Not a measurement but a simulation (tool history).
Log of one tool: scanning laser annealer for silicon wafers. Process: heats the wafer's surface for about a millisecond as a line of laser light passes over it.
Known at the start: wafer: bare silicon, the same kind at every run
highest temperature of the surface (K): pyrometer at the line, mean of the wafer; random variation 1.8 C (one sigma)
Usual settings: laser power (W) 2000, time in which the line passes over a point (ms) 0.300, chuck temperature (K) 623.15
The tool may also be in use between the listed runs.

| run | hour | laser power (W) | time in which the line passes over a point (ms) | chuck temperature (K) | highest temperature of the surface (K) |
|---|---|---|---|---|---|
| 1 | 0.0 | 2000 | 0.300 | 623.15 | 1331.15 |
| 2 | 10.8 | 2000 | 0.263 | 623.15 | 1282.15 |
| 3 | 30.4 | 2000 | 0.263 | 623.15 | 1280.15 |
| 4 | 41.3 | 2000 | 0.263 | 623.15 | 1281.15 |
| 5 | 53.1 | 2000 | 0.263 | 623.15 | 1280.15 |
| 6 | 63.7 | 1863 | 0.300 | 623.15 | 1279.15 |
| 7 | 75.1 | 1863 | 0.300 | 623.15 | 1279.15 |
| 8 | 91.9 | 1863 | 0.300 | 623.15 | 1276.15 |
| 9 | 105.2 | 2000 | 0.313 | 623.15 | 1345.15 |
| 10 | 116.5 | 2000 | 0.357 | 623.15 | 1396.15 |
| 11 | 129.4 | 2000 | 0.357 | 623.15 | 1396.15 |
| 12 | 141.1 | 2000 | 0.357 | 623.15 | 1397.15 |
| 13 | 152.3 | 2000 | 0.357 | 623.15 | 1392.15 |
| 14 | 177.0 | 2000 | 0.357 | 623.15 | 1393.15 |
| 15 | 191.8 | 2000 | 0.300 | 639.15 | 1343.15 |
| 16 | 212.9 | 2000 | 0.359 | 659.15 | 1433.15 |
| 17 | 230.7 | 1878 | 0.257 | 594.15 | 1201.15 |
| 18 | 250.6 | 1878 | 0.257 | 594.15 | 1203.15 |
| 19 | 263.5 | 2048 | 0.273 | 646.15 | 1330.15 |
| 20 | 280.8 | 1986 | 0.237 | 601.15 | 1217.15 |
| 21 | 299.5 | 1986 | 0.375 | 587.15 | 1369.15 |
| 22 | 321.2 | 1986 | 0.375 | 587.15 | 1366.15 |
|  | 336.1 | window over the wafer cleaned |
| 23 | 348.3 | 1986 | 0.375 | 587.15 | 1388.15 |

Forecast each of these 5 alternatives for the next run:
| A | 359.5 | 2040 | 0.378 | 616.15 | ? |
| B | 359.5 | 2189 | 0.352 | 641.15 | ? |
| C | 359.5 | 2160 | 0.215 | 635.15 | ? |
| D | 359.5 | 1744 | 0.363 | 609.15 | ? |
| E | 359.5 | 1963 | 0.375 | 587.15 | ? |

| run | highest temperature of the surface (K) |
|---|---|
| A | 1441.15 |
| B | 1498.15 |
| C | 1285.15 |
| D | 1296.15 |
| E | 1375.15 |
Without the tool's hidden state the same runs would have given:
| run | highest temperature of the surface (K) |
|---|---|
| A | 1451.15 |
| B | 1508.15 |
| C | 1293.15 |
| D | 1305.15 |
| E | 1384.15 |
